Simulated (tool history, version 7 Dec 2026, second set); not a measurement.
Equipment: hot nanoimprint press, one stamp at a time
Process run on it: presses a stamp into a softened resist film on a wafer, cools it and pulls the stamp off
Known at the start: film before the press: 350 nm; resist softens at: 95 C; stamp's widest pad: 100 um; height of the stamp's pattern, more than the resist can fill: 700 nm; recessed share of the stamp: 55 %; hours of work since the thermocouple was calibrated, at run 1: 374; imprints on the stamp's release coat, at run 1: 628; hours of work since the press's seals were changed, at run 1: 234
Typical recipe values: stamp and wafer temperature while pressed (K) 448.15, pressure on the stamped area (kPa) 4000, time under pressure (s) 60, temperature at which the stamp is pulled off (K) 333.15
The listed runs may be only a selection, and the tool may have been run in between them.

run   hour  stamp and wafer temperature while pressed (K)  pressure on the stamped area (kPa)  time under pressure (s)  temperature at which the stamp is pulled off (K)  hours of work since the thermocouple was calibrated  imprints on the stamp's release coat  hours of work since the press's seals were changed  resist left under the stamp's widest pad (angstrom)  greatest force while the stamp is pulled off (N)
  1    0.0                                         448.15                                4000                       60                                            333.15                                                  374                                   628                                                 234                                                 1749                                               196
  2   25.5                                         448.15                                4000                       60                                            333.15                                                  391                                   733                                                 251                                                 1743                                               206
  3   56.1                                         448.15                                4000                       60                                            333.15                                                  411                                   861                                                 271                                                 1753                                               218
      66.9  -- stamp cleaned and given a new release coat
  4   80.9                                         448.15                                4000                       60                                            333.15                                                  423                                    58                                                 283                                                 1747                                               148
  5  113.5                                         448.15                                3220                       60                                            333.15                                                  445                                   193                                                 305                                                 1968                                               161
  6  150.1                                         448.15                                3220                       60                                            333.15                                                  469                                   345                                                 329                                                 1979                                               175
  7  175.6                                         448.15                                3220                       60                                            333.15                                                  486                                   451                                                 346                                                 1976                                               180
  8  192.9                                         448.15                                3490                       60                                            333.15                                                  497                                   523                                                 357                                                 1914                                               183
  9  225.2                                         448.15                                4000                       41                                            333.15                                                  519                                   657                                                 379                                                 1987                                               195
 10  263.4                                         448.15                                4000                       41                                            333.15                                                  544                                   816                                                 404                                                 1994                                               204
     286.2  -- stamp cleaned and given a new release coat
 11  296.2                                         448.15                                4000                       41                                            333.15                                                  562                                    41                                                 421                                                 1991                                               154
 12  319.4                                         448.15                                4000                       41                                            333.15                                                  577                                   138                                                 437                                                 2009                                               161
     343.1  -- plate thermocouple calibrated
 13  345.7                                         448.15                                4000                       41                                            336.15                                                    2                                   234                                                 452                                                 1896                                               156
 14  364.2                                         448.15                                4000                       41                                            336.15                                                   14                                   312                                                 464                                                 1904                                               163
 15  383.3                                         448.15                                4000                       41                                            336.15                                                   27                                   391                                                 477                                                 1899                                               175
 16  399.7                                         451.15                                4500                       60                                            333.15                                                   37                                   459                                                 488                                                 1417                                               178
 17  420.8                                         442.15                                4500                       60                                            324.15                                                   51                                   547                                                 502                                                 1995                                               204
 18  451.4                                         447.15                                6240                       60                                            324.15                                                   72                                   674                                                 522                                                 1384                                               208
 19  472.3                                         455.15                                5930                       77                                            333.15                                                   85                                   761                                                 536                                                  958                                               204

Estimate the outcome of run 20 from the log above:
 20  493.6                                         455.15                                4080                       87                                            333.15                                                   99                                   849                                                 550                                                    ?                                                 ?

{"run 20": {"resist left under the stamp's widest pad (angstrom)": 1144, "greatest force while the stamp is pulled off (N)": 209}}
With no hidden state in the tool, this same run would have given resist left under the stamp's widest pad (angstrom) 1111, greatest force while the stamp is pulled off (N) 147.
